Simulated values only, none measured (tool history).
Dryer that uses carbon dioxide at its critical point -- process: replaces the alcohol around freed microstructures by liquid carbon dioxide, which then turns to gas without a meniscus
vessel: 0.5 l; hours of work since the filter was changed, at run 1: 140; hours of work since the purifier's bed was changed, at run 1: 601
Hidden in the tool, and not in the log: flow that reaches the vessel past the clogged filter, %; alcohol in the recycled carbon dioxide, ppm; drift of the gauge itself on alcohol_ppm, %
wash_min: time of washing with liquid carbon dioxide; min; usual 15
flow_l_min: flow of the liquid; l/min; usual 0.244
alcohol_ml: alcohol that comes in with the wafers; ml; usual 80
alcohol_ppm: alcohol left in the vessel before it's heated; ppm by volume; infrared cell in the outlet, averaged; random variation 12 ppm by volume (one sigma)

run   hour  wash_min  flow_l_min  alcohol_ml  hours of work since the filter was changed  hours of work since the purifier's bed was changed  alcohol_ppm
  1      0        15       0.244          80                                         140                                                 601         1098
  2   45.6        10       0.244          80                                         169                                                 629         5780
  3     88        10       0.244          80                                         195                                                 655         6065
  4    142        10       0.244          80                                         228                                                 689         6643
  5    198        10       0.244          80                                         263                                                 724         6800
  6  246.2        15       0.244          80                                         293                                                 753         1584
  7    273        15       0.244          80                                         310                                                 770         1675
  8  298.5        15       0.152          80                                         325                                                 786         9005
  9  324.2        15       0.152          80                                         341                                                 802         9477
     357.6  -- inlet filter changed
 10  376.2        15       0.146          80                                          12                                                 833         6439
 11    429        15       0.146          80                                          44                                                 866         6917
 12  454.4        18       0.265          63                                          60                                                 882          230
 13  483.8         9       0.265          33                                          78                                                 900         2430
 14  534.1        14       0.162          79                                         109                                                 931         6823

Run 15, settings as shown, results not yet in. Your forecast:
 15  559.6        19       0.196          21                                         125                                                 947            ?

Run 15 came out at alcohol_ppm 342 ppm by volume.
Were there no unlogged condition in the tool, this run, its random variation unchanged, would have produced alcohol_ppm 178 ppm by volume.
